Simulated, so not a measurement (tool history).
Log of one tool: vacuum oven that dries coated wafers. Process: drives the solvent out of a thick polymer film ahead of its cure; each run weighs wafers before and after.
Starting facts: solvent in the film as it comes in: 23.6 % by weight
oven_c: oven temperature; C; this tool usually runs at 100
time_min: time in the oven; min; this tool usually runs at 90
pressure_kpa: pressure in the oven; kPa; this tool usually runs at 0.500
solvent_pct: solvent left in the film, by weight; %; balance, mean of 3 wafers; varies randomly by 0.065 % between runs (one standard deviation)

run,day,oven_c,time_min,pressure_kpa,solvent_pct
1,0.000,100,90,0.500,4.25
2,0.883,100,90,0.500,4.27
3,2.038,100,90,0.500,4.27
4,3.400,100,90,0.500,4.33
5,4.842,100,122,0.500,2.74
6,5.679,110,122,0.500,0.97
7,7.179,103,122,0.500,2.07
8,8.754,100,90,1.354,5.16
9,9.775,100,90,1.354,5.34
10,11.550,100,90,0.500,4.37
11,13.292,93,90,0.500,7.04
12,14.996,100,90,0.500,4.53
13,16.583,100,90,0.500,4.42
14,17.438,100,90,0.500,4.43
15,19.217,100,90,0.500,4.60
16,20.104,110,90,0.500,1.69
17,22.017,110,90,0.500,1.88
18,23.538,100,90,0.500,4.55
19,25.200,100,90,0.500,4.55
20,26.512,87,86,0.500,10.12
21,27.333,87,86,0.500,10.40
22,28.896,87,46,0.341,13.31
23,29.788,100,137,0.500,2.60
24,31.604,94,50,0.500,10.59
25,32.779,100,57,0.500,7.69
26,34.312,100,57,0.500,7.57
27,35.221,100,57,0.500,7.61
28,36.821,100,63,0.898,7.18
29,38.654,104,107,0.506,2.61
30,39.483,110,73,1.521,3.60
31,40.996,95,73,1.521,9.36
32,42.229,95,73,1.521,9.15
33,43.621,96,74,1.071,8.15
34,44.825,98,45,1.071,10.70
35,45.733,101,149,0.444,2.20
36,47.458,101,91,0.444,4.40
37,48.662,101,91,0.444,4.40

3 options for the next run, each taken on its own from the tool as it stands now. Forecast them:
# day 49.742: oven's thermocouples calibrated
A,50.500,100,90,0.339,?
# day 49.742: oven's thermocouples calibrated
B,50.500,111,73,0.444,?
# day 49.742: oven's thermocouples calibrated
C,50.500,92,53,0.500,?

run,solvent_pct
A,4.45
B,2.44
C,11.50
With no hidden state in the tool, these same runs would have given:
run,solvent_pct
A,3.91
B,2.04
C,10.99
